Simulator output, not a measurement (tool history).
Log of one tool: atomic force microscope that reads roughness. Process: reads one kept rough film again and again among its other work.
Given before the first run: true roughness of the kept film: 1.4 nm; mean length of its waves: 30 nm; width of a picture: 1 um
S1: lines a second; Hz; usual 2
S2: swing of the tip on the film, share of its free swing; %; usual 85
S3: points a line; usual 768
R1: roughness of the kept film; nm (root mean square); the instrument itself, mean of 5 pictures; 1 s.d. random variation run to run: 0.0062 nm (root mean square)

run	day	S1	S2	S3	R1
1	0	2	85	768	1.187
2	0.667	2	85	768	1.161
3	1.529	2	85	768	1.126
4	2.3	2	85	768	1.104
5	3.212	2	85	768	1.075
6	3.762	2	85	376	1.046
7	4.604	2	85	768	1.022
8	5.175	2	85	395	1.004
# day 5.804: new tip fitted
9	6.05	2	85	395	1.182
10	6.967	2	85	395	1.141
11	7.783	2	85	395	1.113
12	8.521	2	85	395	1.084
13	9.071	2	85	768	1.072
14	9.85	2	85	768	1.051
15	10.662	2	85	768	1.016
16	11.283	2.08	85	768	0.994
# day 11.788: new tip fitted
17	11.804	1.11	85	768	1.246
18	12.633	1.11	85	768	1.213
19	13.171	0.89	82	295	1.196
20	13.733	0.89	82	295	1.176
21	14.704	1.75	66	587	1.167
22	15.458	1.75	66	587	1.136
23	16.017	1.75	66	587	1.107
24	16.812	2	85	398	1.028
25	17.342	2	85	454	1.011
# day 17.771: new tip fitted
26	18.088	2	80	270	1.185
27	19.067	3.31	85	280	1.072
28	19.617	0.62	85	332	1.181
29	20.462	0.62	85	332	1.158
30	21.05	0.62	85	290	1.132
31	21.442	1.02	61	430	1.141
32	22.112	0.73	63	354	1.123
33	22.762	0.73	63	354	1.11
34	23.467	0.71	61	317	1.078
# day 23.767: new tip fitted
35	24.046	0.71	61	317	1.281
36	24.704	1.51	69	297	1.213

Hidden state or all else? Some run-to-run changes of R1, split into what the settings, what came in and random variation would give without the hidden state, and what is left for the hidden state (with any gauge scatter that isn't in both results):
The tool's hidden condition here consists of: radius of the tip, nm; height scale over the true one, %; drift of the gauge itself on roughness_nm, %.
Run 8 -> 9: new tip fitted. R1 +0.178 nm (root mean square): hidden state +0.171, all else +0.007.
Run 16 -> 17: S1 2.08 -> 1.11, new tip fitted. R1 +0.252 nm (root mean square): hidden state +0.186, all else +0.066.
Run 25 -> 26: S2 85 -> 80, S3 454 -> 270, new tip fitted. R1 +0.174 nm (root mean square): hidden state +0.172, all else +0.002.
Run 34 -> 35: new tip fitted. R1 +0.203 nm (root mean square): hidden state +0.19, all else +0.013.
